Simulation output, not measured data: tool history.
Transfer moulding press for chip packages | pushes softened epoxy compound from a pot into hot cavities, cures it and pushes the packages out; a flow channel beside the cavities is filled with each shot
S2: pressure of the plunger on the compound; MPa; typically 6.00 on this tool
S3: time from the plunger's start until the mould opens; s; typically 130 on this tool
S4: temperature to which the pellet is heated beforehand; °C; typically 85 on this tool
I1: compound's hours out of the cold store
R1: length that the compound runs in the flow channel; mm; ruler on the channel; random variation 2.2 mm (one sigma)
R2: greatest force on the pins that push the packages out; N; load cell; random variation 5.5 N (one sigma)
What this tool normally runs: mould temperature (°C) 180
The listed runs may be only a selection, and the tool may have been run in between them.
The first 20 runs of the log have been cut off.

Run 21, hour 262.7: usual settings but S2 5.84 MPa, S3 127 s, S4 88 °C; I1 14.4. Result: R1 655 mm, R2 308 N.
Run 22, hour 276.3: usual settings but S2 5.84 MPa, S3 127 s, S4 88 °C; I1 40.1. Result: R1 586 mm, R2 309 N.
Run 23, hour 285.1: usual settings but S2 7.29 MPa, S4 91 °C; I1 18.9. Result: R1 713 mm, R2 322 N.
Run 24, hour 295.5: usual settings but S2 5.74 MPa, S4 94 °C; I1 16.1. Result: R1 641 mm, R2 333 N.
At hour 303.4: cavities cleaned with cleaning compound and waxed.
Run 25, hour 312.8: usual settings but mould temperature (°C) 179, S2 7.01 MPa; I1 42.9. Result: R1 640 mm, R2 207 N.
Run 26, hour 327.3: usual settings but mould temperature (°C) 188, S3 160 s, S4 76 °C; I1 47.9. Result: R1 549 mm, R2 196 N.
Run 27, hour 337.3: usual settings but mould temperature (°C) 179, S4 87 °C; I1 21.8. Result: R1 642 mm, R2 243 N.
At hour 350.5: plunger's sealing rings changed.
Run 28, hour 350.5: usual settings but S2 5.89 MPa, S4 79 °C; I1 31.0. Result: R1 646 mm, R2 261 N.
Run 29, hour 365.5: usual settings but S3 163 s; I1 10.5. Result: R1 707 mm, R2 253 N.
Run 30, hour 377.3: usual settings but mould temperature (°C) 184, S4 78 °C; I1 28.0. Result: R1 642 mm, R2 271 N.

Here are 3 independent what-if runs from the current tool condition. What would each one return?
Run A, hour 394.1: usual settings but S2 6.53 MPa, S3 156 s, S4 77 °C; I1 34.5. Result: R1 ?, R2 ?.
Run B, hour 394.1: usual settings but S4 75 °C; I1 15.4. Result: R1 ?, R2 ?.
Run C, hour 394.1: usual settings but S2 5.83 MPa, S3 165 s; I1 26.5. Result: R1 ?, R2 ?.

run   R1   R2
  A  669  279
  B  692  304
  C  653  273
Take away the tool's hidden state, keep each run's random variation, and the runs would have read:
run   R1   R2
  A  675  167
  B  699  181
  C  659  164

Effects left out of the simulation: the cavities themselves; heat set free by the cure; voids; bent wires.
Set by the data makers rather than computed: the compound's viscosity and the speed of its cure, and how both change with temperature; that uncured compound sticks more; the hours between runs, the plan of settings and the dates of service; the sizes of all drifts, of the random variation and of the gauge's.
